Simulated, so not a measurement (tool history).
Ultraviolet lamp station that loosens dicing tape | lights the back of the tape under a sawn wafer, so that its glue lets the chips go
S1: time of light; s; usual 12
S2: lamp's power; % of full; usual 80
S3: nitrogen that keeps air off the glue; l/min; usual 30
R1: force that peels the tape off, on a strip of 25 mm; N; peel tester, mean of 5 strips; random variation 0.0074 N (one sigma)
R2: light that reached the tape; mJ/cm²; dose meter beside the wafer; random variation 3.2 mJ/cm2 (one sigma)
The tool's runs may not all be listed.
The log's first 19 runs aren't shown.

run 20 day=29.888 | S1=6 S2=93 S3=10 | R1=2.101 R2=222
run 21 day=31.692 | S1=6 S2=93 S3=10 | R1=2.168 R2=218
run 22 day=33.975 | S1=15 S2=90 S3=30 | R1=0.264 R2=505
run 23 day=35.617 | S1=15 S2=93 S3=16 | R1=0.413 R2=513
-- day=37.383 window cleaned of glue's vapour
run 24 day=37.550 | S1=15 S2=93 S3=16 | R1=0.321 R2=621
run 25 day=38.783 | S1=8 S2=88 S3=12 | R1=1.311 R2=308
run 26 day=40.067 | S1=6 S2=99 S3=11 | R1=1.735 R2=253
run 27 day=42.192 | S1=6 S2=99 S3=11 | R1=1.722 R2=254
run 28 day=43.688 | S1=12 S2=96 S3=38 | R1=0.258 R2=477
run 29 day=45.438 | S1=12 S2=96 S3=38 | R1=0.251 R2=471
run 30 day=47.029 | S1=11 S2=80 S3=29 | R1=0.567 R2=354

Forecast each of these 4 alternatives for the next run:
run A day=48.804 | S1=23 S2=79 S3=30 | R1=? R2=?
run B day=48.804 | S1=11 S2=80 S3=30 | R1=? R2=?
run C day=48.804 | S1=11 S2=97 S3=29 | R1=? R2=?
run D day=48.804 | S1=12 S2=63 S3=23 | R1=? R2=?

run=A R1=0.173 R2=717
run=B R1=0.531 R2=347
run=C R1=0.395 R2=422
run=D R1=0.873 R2=297
Without the tool's hidden state the same runs would have given:
run=A R1=0.153 R2=954
run=B R1=0.310 R2=462
run=C R1=0.243 R2=561
run=D R1=0.525 R2=395

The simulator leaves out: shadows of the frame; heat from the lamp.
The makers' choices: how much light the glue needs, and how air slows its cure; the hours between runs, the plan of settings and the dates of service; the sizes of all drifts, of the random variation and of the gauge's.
